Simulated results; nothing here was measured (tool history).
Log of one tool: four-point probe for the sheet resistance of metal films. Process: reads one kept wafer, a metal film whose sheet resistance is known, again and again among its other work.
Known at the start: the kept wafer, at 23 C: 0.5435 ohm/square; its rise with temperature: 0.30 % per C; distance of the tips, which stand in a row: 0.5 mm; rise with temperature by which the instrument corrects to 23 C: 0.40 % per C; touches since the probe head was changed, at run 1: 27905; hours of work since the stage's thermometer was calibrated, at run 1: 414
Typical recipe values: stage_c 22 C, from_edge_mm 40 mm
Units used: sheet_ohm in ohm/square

| run | hour | stage_c | from_edge_mm | touches since the probe head was changed | hours of work since the stage's thermometer was calibrated | sheet_ohm |
|---|---|---|---|---|---|---|
| 1 | 0.0 | 22 | 40 | 27905 | 414 | 0.546905 |
| 2 | 23.1 | 22 | 40 | 29399 | 431 | 0.546918 |
| 3 | 61.3 | 22 | 40 | 31877 | 459 | 0.546722 |
| 4 | 83.9 | 22 | 40 | 33341 | 475 | 0.546750 |
| 5 | 134.6 | 22 | 8 | 36628 | 513 | 0.548000 |
| 6 | 166.3 | 22 | 8 | 38680 | 536 | 0.548379 |
| 7 | 193.1 | 22 | 31 | 40414 | 555 | 0.547138 |
| 8 | 248.1 | 22 | 31 | 43977 | 596 | 0.547146 |
| 9 | 282.5 | 22 | 31 | 46209 | 621 | 0.547092 |
| 10 | 334.2 | 24 | 40 | 49555 | 659 | 0.546001 |
| 11 | 375.2 | 24 | 40 | 52212 | 689 | 0.545986 |
| 12 | 427.9 | 26 | 40 | 55625 | 728 | 0.545112 |
| 13 | 455.2 | 35 | 40 | 57395 | 748 | 0.540201 |
| 14 | 509.9 | 35 | 40 | 60938 | 788 | 0.540378 |
| 15 | 562.7 | 22 | 40 | 64360 | 826 | 0.547340 |
| 16 | 598.8 | 22 | 40 | 66703 | 853 | 0.547473 |
| 17 | 631.9 | 22 | 40 | 68843 | 877 | 0.547607 |
| 18 | 674.8 | 22 | 25 | 71626 | 909 | 0.547479 |
| 19 | 712.8 | 22 | 40 | 74088 | 936 | 0.547387 |
| 20 | 761.3 | 22 | 40 | 77225 | 972 | 0.547722 |
| 21 | 785.9 | 22 | 40 | 78822 | 990 | 0.547650 |
| 22 | 830.8 | 22 | 40 | 81732 | 1023 | 0.547653 |
| 23 | 855.7 | 21 | 40 | 83344 | 1041 | 0.548016 |
| 24 | 892.2 | 30 | 12 | 85705 | 1068 | 0.543754 |
| 25 | 938.5 | 25 | 31 | 88708 | 1102 | 0.546123 |
| 26 | 993.4 | 28 | 5 | 92262 | 1142 | 0.547308 |
| 27 | 1019.4 | 28 | 5 | 93947 | 1161 | 0.547456 |
| 28 | 1046.1 | 18 | 9 | 95678 | 1181 | 0.550925 |
| 29 | 1081.0 | 24 | 8 | 97940 | 1206 | 0.547831 |
| 30 | 1104.0 | 22 | 11 | 99432 | 1223 | 0.548626 |
| 31 | 1148.4 | 22 | 11 | 102304 | 1256 | 0.548457 |
| 32 | 1202.4 | 22 | 11 | 105805 | 1295 | 0.548417 |
| 33 | 1244.0 | 22 | 11 | 108500 | 1326 | 0.548564 |
| 34 | 1281.2 | 30 | 12 | 110908 | 1353 | 0.544045 |
| 35 | 1310.0 | 22 | 29 | 112779 | 1374 | 0.548202 |
| 36 | 1363.4 | 33 | 36 | 116238 | 1414 | 0.542120 |
| 37 | 1417.8 | 33 | 36 | 119759 | 1453 | 0.542227 |
| 38 | 1465.8 | 33 | 7 | 122873 | 1489 | 0.543828 |
| 39 | 1509.2 | 29 | 12 | 125683 | 1520 | 0.544823 |

Predict the results of run 40:
| 40 | 1536.0 | 29 | 10 | 127416 | 1540 | ? |

Run 40 came out at sheet_ohm 0.545085 ohm/square.
On a tool with no hidden condition, and with the same random variation, this run would have come out at sheet_ohm 0.540806 ohm/square.

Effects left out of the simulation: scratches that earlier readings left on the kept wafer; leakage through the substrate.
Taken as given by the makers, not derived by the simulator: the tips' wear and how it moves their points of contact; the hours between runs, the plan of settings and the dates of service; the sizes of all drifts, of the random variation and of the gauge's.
